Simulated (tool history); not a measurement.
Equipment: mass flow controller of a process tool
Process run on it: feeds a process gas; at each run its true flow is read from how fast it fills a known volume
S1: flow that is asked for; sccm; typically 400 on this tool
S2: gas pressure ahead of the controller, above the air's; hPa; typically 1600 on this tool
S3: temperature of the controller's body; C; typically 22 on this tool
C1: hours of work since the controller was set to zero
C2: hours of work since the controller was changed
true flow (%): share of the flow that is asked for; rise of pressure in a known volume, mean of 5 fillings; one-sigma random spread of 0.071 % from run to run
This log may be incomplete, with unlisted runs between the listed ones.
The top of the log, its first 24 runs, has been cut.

{"run": 25, "day": 332.421, "S1": 375, "S2": 2710, "S3": 26, "C1": 3163, "C2": 3163, "true flow (%)": 100.16}
{"run": 26, "day": 347.612, "S1": 375, "S2": 2710, "S3": 26, "C1": 3392, "C2": 3392, "true flow (%)": 100.32}
{"run": 27, "day": 356.921, "S1": 258, "S2": 1840, "S3": 26, "C1": 3532, "C2": 3532, "true flow (%)": 100.36}
{"run": 28, "day": 374.008, "S1": 258, "S2": 1840, "S3": 26, "C1": 3789, "C2": 3789, "true flow (%)": 100.52}
{"run": 29, "day": 386.112, "S1": 258, "S2": 1840, "S3": 26, "C1": 3972, "C2": 3972, "true flow (%)": 100.51}
{"day": 388.008, "done": "controller's zero set anew"}
{"run": 30, "day": 396.05, "S1": 258, "S2": 2770, "S3": 21, "C1": 121, "C2": 4121, "true flow (%)": 100.07}
{"run": 31, "day": 411.429, "S1": 105, "S2": 2520, "S3": 30, "C1": 353, "C2": 4353, "true flow (%)": 101.86}
{"run": 32, "day": 421.367, "S1": 77, "S2": 1660, "S3": 20, "C1": 503, "C2": 4503, "true flow (%)": 102.17}
{"run": 33, "day": 441.158, "S1": 77, "S2": 1660, "S3": 20, "C1": 801, "C2": 4801, "true flow (%)": 102.46}
{"run": 34, "day": 456.558, "S1": 492, "S2": 2610, "S3": 22, "C1": 1033, "C2": 5033, "true flow (%)": 100.75}
{"day": 462.079, "done": "controller's zero set anew, once more"}
{"run": 35, "day": 465.988, "S1": 364, "S2": 2200, "S3": 22, "C1": 59, "C2": 5175, "true flow (%)": 100.14}
{"run": 36, "day": 478.129, "S1": 364, "S2": 2200, "S3": 22, "C1": 242, "C2": 5358, "true flow (%)": 100.21}
{"run": 37, "day": 488.579, "S1": 364, "S2": 2200, "S3": 22, "C1": 399, "C2": 5515, "true flow (%)": 100.17}
{"run": 38, "day": 502.217, "S1": 83, "S2": 1720, "S3": 35, "C1": 605, "C2": 5721, "true flow (%)": 100.97}
{"run": 39, "day": 510.567, "S1": 427, "S2": 1720, "S3": 29, "C1": 731, "C2": 5847, "true flow (%)": 101.29}
{"run": 40, "day": 525.583, "S1": 427, "S2": 1720, "S3": 29, "C1": 957, "C2": 6073, "true flow (%)": 101.22}
{"run": 41, "day": 544.221, "S1": 400, "S2": 2350, "S3": 22, "C1": 1238, "C2": 6354, "true flow (%)": 100.43}
{"run": 42, "day": 561.704, "S1": 400, "S2": 2350, "S3": 22, "C1": 1501, "C2": 6617, "true flow (%)": 100.6}

Run 43 is up next; what results do you expect?
{"run": 43, "day": 572.283, "S1": 77, "S2": 1690, "S3": 38, "C1": 1661, "C2": 6777, "true flow (%)": "?"}

true flow (%): 101.97
With no hidden state in the tool, this same run would have given true flow (%) 99.76.
